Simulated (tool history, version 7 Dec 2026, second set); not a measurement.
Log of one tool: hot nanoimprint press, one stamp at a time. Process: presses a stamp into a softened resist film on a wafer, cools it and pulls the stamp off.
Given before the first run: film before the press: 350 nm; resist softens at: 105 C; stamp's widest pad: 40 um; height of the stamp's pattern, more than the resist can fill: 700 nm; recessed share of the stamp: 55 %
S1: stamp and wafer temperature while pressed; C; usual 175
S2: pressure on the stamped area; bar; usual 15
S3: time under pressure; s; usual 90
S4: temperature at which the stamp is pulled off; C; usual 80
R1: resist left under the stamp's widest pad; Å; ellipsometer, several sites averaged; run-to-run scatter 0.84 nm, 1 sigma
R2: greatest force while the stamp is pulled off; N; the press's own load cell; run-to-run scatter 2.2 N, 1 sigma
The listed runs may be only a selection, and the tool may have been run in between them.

run 1 hour=0 | S1=175 S2=15 S3=90 S4=80 | R1=1678 R2=121
run 2 hour=13.8 | S1=175 S2=15 S3=90 S4=80 | R1=1668 R2=123
run 3 hour=31.9 | S1=175 S2=19.2 S3=90 S4=80 | R1=1488 R2=126
run 4 hour=52.2 | S1=175 S2=19.2 S3=90 S4=80 | R1=1492 R2=131
run 5 hour=68.2 | S1=175 S2=15 S3=90 S4=80 | R1=1672 R2=130
run 6 hour=82.8 | S1=175 S2=15 S3=90 S4=80 | R1=1699 R2=130
run 7 hour=97.6 | S1=175 S2=15 S3=90 S4=80 | R1=1691 R2=135
run 8 hour=112.6 | S1=175 S2=15 S3=90 S4=80 | R1=1683 R2=132
run 9 hour=127 | S1=175 S2=15 S3=90 S4=80 | R1=1673 R2=135
run 10 hour=142.6 | S1=175 S2=15 S3=153 S4=80 | R1=1397 R2=134
run 11 hour=152.3 | S1=175 S2=15 S3=153 S4=80 | R1=1399 R2=134
run 12 hour=168.9 | S1=175 S2=15 S3=153 S4=80 | R1=1411 R2=139
run 13 hour=178 | S1=181 S2=15 S3=90 S4=80 | R1=1293 R2=140
run 14 hour=199 | S1=181 S2=15 S3=90 S4=80 | R1=1305 R2=141
run 15 hour=211.6 | S1=181 S2=15 S3=90 S4=80 | R1=1303 R2=143
run 16 hour=227.6 | S1=181 S2=17.9 S3=90 S4=80 | R1=1195 R2=149
run 17 hour=245.5 | S1=178 S2=15 S3=49 S4=71 | R1=1831 R2=175
run 18 hour=259.3 | S1=178 S2=15 S3=49 S4=71 | R1=1834 R2=169
-- hour=272 stamp cleaned and given a new release coat
run 19 hour=283.8 | S1=172 S2=16.1 S3=90 S4=80 | R1=1866 R2=114
run 20 hour=296.9 | S1=184 S2=9.1 S3=58 S4=73 | R1=1747 R2=135
run 21 hour=307.7 | S1=165 S2=15 S3=159 S4=80 | R1=2204 R2=120
run 22 hour=322.3 | S1=175 S2=15 S3=47 S4=80 | R1=2093 R2=117
run 23 hour=336.7 | S1=175 S2=11.7 S3=47 S4=69 | R1=2301 R2=144
run 24 hour=346.9 | S1=172 S2=15 S3=90 S4=80 | R1=1925 R2=122
run 25 hour=361.2 | S1=175 S2=15 S3=157 S4=68 | R1=1397 R2=151
run 26 hour=374.3 | S1=175 S2=18 S3=157 S4=69 | R1=1271 R2=149
run 27 hour=394.1 | S1=175 S2=18 S3=157 S4=69 | R1=1266 R2=155
run 28 hour=409.7 | S1=175 S2=18 S3=157 S4=82 | R1=1279 R2=123
run 29 hour=431.7 | S1=175 S2=18 S3=157 S4=82 | R1=1277 R2=123

A few steps of R1 between consecutive runs. Split each: what settings, incoming material and random variation would produce without the hidden state, and what is left over for the hidden state, along with gauge scatter present in only one of the two compared results (measured, and without hidden state):
The hidden state here: true temperature over the reading, C; pressure that arrives at the usual setting, %; grip of the stamp's worn release coat, % over a new coat's; drift of the gauge itself on residual_nm, %; drift of the gauge itself on pull_off_n, %.
Run 16 -> 17: S1 181 -> 178, S2 17.9 -> 15, S3 90 -> 49, S4 80 -> 71. R1 +636 Å: hidden state +12, all else +624.
Run 19 -> 20: S1 172 -> 184, S2 16.1 -> 9.1, S3 90 -> 58, S4 80 -> 73. R1 -119 Å: hidden state -13, all else -106.
Run 20 -> 21: S1 184 -> 165, S2 9.1 -> 15, S3 58 -> 159, S4 73 -> 80. R1 +457 Å: hidden state +23, all else +434.
Run 24 -> 25: S1 172 -> 175, S3 90 -> 157, S4 80 -> 68. R1 -528 Å: hidden state -11, all else -517.
